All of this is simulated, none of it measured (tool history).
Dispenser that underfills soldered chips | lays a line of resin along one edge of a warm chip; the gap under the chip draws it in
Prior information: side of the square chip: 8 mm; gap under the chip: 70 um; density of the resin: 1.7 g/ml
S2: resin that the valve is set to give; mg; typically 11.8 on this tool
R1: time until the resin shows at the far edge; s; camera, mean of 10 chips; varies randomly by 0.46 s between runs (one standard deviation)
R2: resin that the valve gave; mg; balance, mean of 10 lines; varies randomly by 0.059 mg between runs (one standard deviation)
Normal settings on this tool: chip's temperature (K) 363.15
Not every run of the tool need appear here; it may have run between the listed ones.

Run 1, hour 0: usual settings. Result: R1 40.1 s, R2 11.49 mg.
Run 2, hour 4.5: usual settings but S2 14.3 mg. Result: R1 45.5 s, R2 13.71 mg.
At hour 7.5: new syringe of resin.
Run 3, hour 8.2: usual settings but S2 14.3 mg. Result: R1 34.5 s, R2 13.77 mg.
Run 4, hour 14.1: usual settings. Result: R1 44.3 s, R2 11.26 mg.
Run 5, hour 17.3: usual settings. Result: R1 50.3 s, R2 11.33 mg.
At hour 18.9: new syringe of resin.
Run 6, hour 22.2: usual settings but S2 10.9 mg. Result: R1 40.9 s, R2 10.34 mg.
Run 7, hour 25.6: usual settings but S2 10.9 mg. Result: R1 46.5 s, R2 10.34 mg.
At hour 30.4: new syringe of resin.
Run 8, hour 30.4: usual settings but S2 10.9 mg. Result: R1 35.5 s, R2 10.29 mg.
Run 9, hour 35.1: usual settings but chip's temperature (K) 356.15. Result: R1 55.2 s, R2 11.12 mg.
Run 10, hour 37.8: usual settings. Result: R1 46.4 s, R2 11.09 mg.
At hour 42: new syringe of resin.
Run 11, hour 43.7: usual settings but S2 10 mg. Result: R1 38 s, R2 9.42 mg.
Run 12, hour 47.1: usual settings but S2 10 mg. Result: R1 45.2 s, R2 9.51 mg.
At hour 53.3: new syringe of resin.
Run 13, hour 53.8: usual settings but chip's temperature (K) 349.15. Result: R1 64.4 s, R2 11.04 mg.
Run 14, hour 59.8: usual settings. Result: R1 44.8 s, R2 10.95 mg.
Run 15, hour 63.5: usual settings. Result: R1 52.4 s, R2 11.03 mg.
At hour 64.8: new syringe of resin.
Run 16, hour 70: usual settings. Result: R1 42 s, R2 10.88 mg.
At hour 76.4: new syringe of resin.
Run 17, hour 76.8: usual settings but chip's temperature (K) 352.15, S2 10.5 mg. Result: R1 59.3 s, R2 9.64 mg.
Run 18, hour 82.5: usual settings but chip's temperature (K) 368.15, S2 12.2 mg. Result: R1 36.1 s, R2 11.19 mg.
At hour 87.6: new syringe of resin.
Run 19, hour 87.6: usual settings but chip's temperature (K) 368.15, S2 12.2 mg. Result: R1 27 s, R2 11.16 mg.
Run 20, hour 92.4: usual settings but chip's temperature (K) 352.15, S2 11 mg. Result: R1 68.9 s, R2 9.94 mg.
Run 21, hour 96.9: usual settings but chip's temperature (K) 373.15, S2 10.3 mg. Result: R1 35.9 s, R2 9.36 mg.
At hour 98.8: new syringe of resin.
Run 22, hour 101.3: usual settings but chip's temperature (K) 373.15, S2 10.3 mg. Result: R1 26.5 s, R2 9.22 mg.
Run 23, hour 107.9: usual settings but S2 11.3 mg. Result: R1 50.7 s, R2 10.28 mg.
At hour 110.3: new syringe of resin.
Run 24, hour 112.8: usual settings but S2 11.3 mg. Result: R1 39.5 s, R2 10.06 mg.
Run 25, hour 116.1: usual settings but S2 11.3 mg. Result: R1 43.8 s, R2 10.12 mg.
Run 26, hour 119.4: usual settings but chip's temperature (K) 361.15, S2 14 mg. Result: R1 53.2 s, R2 12.35 mg.
At hour 121.8: new syringe of resin.
Run 27, hour 125.3: usual settings but S2 14.6 mg. Result: R1 37.6 s, R2 13.05 mg.
Run 28, hour 129.3: usual settings but S2 14.6 mg. Result: R1 44.7 s, R2 13 mg.
At hour 131.8: dispensing valve cleaned and set on the balance.
At hour 134: new syringe of resin.
Run 29, hour 136.1: usual settings but chip's temperature (K) 359.15. Result: R1 44.3 s, R2 11.64 mg.
Run 30, hour 139.5: usual settings but chip's temperature (K) 367.15, S2 11.9 mg. Result: R1 35.5 s, R2 12.02 mg.
At hour 145.2: new syringe of resin.
Run 31, hour 145.9: usual settings but chip's temperature (K) 359.15, S2 14.8 mg. Result: R1 41.3 s, R2 14.82 mg.
Run 32, hour 149.9: usual settings but chip's temperature (K) 369.15, S2 14.8 mg. Result: R1 31.7 s, R2 14.74 mg.

Predict each of these 5 candidate next runs independently; none follows another, all start after run 32:
Run A, hour 155.4: usual settings but chip's temperature (K) 360.15. Result: R1 ?, R2 ?.
Run B, hour 155.4: usual settings but chip's temperature (K) 375.15, S2 10.5 mg. Result: R1 ?, R2 ?.
Run C, hour 155.4: usual settings but chip's temperature (K) 372.15, S2 14 mg. Result: R1 ?, R2 ?.
Run D, hour 155.4: usual settings but chip's temperature (K) 367.15, S2 11.6 mg. Result: R1 ?, R2 ?.
Run E, hour 155.4: usual settings but chip's temperature (K) 366.15, S2 13 mg. Result: R1 ?, R2 ?.

run    R1     R2
  A  59.7   11.7
  B  32.2   10.3
  C  35.4  13.89
  D  43.8  11.51
  E  45.1  12.82
With the hidden condition removed and each run's random variation left untouched, the same runs would have given:
run    R1     R2
  A  40.3  11.84
  B  21.5  10.42
  C  23.9  14.05
  D  29.3  11.64
  E  30.5  12.97
